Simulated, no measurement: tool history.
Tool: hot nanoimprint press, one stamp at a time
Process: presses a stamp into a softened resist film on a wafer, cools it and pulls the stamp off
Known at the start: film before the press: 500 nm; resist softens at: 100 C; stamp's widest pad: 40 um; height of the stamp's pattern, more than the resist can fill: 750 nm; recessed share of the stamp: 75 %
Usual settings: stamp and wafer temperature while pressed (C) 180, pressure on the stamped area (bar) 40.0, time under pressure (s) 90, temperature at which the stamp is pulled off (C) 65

run	hour	stamp and wafer temperature while pressed (C)	pressure on the stamped area (bar)	time under pressure (s)	temperature at which the stamp is pulled off (C)	resist left under the stamp's widest pad (angstrom)	greatest force while the stamp is pulled off (N)
1	0.0	180	40.0	90	65	2443	186
2	26.8	180	50.8	90	65	2220	179
# hour 54.4: plate thermocouple calibrated
3	66.7	180	50.8	90	65	2211	183
4	99.2	176	40.0	90	65	2824	182
5	146.8	176	40.0	90	65	2843	187
6	199.2	176	40.0	90	65	2830	185
7	244.7	180	40.0	90	65	2444	187
8	280.0	180	40.0	90	65	2424	184
9	318.1	180	40.0	90	65	2411	181
# hour 339.3: stamp cleaned and given a new release coat
10	356.7	180	40.0	90	65	2454	181
11	407.4	180	40.0	90	65	2441	181
12	431.7	180	40.0	90	65	2470	186
13	479.9	186	40.0	90	65	1982	184
14	519.4	186	40.0	90	65	1948	184

The next listed run, before its measurement:
15	554.5	186	40.0	90	65	?	?

Run 15 gave resist left under the stamp's widest pad (angstrom) 1946, greatest force while the stamp is pulled off (N) 187.
Without the tool's hidden state the same run would have given resist left under the stamp's widest pad (angstrom) 1942, greatest force while the stamp is pulled off (N) 186.
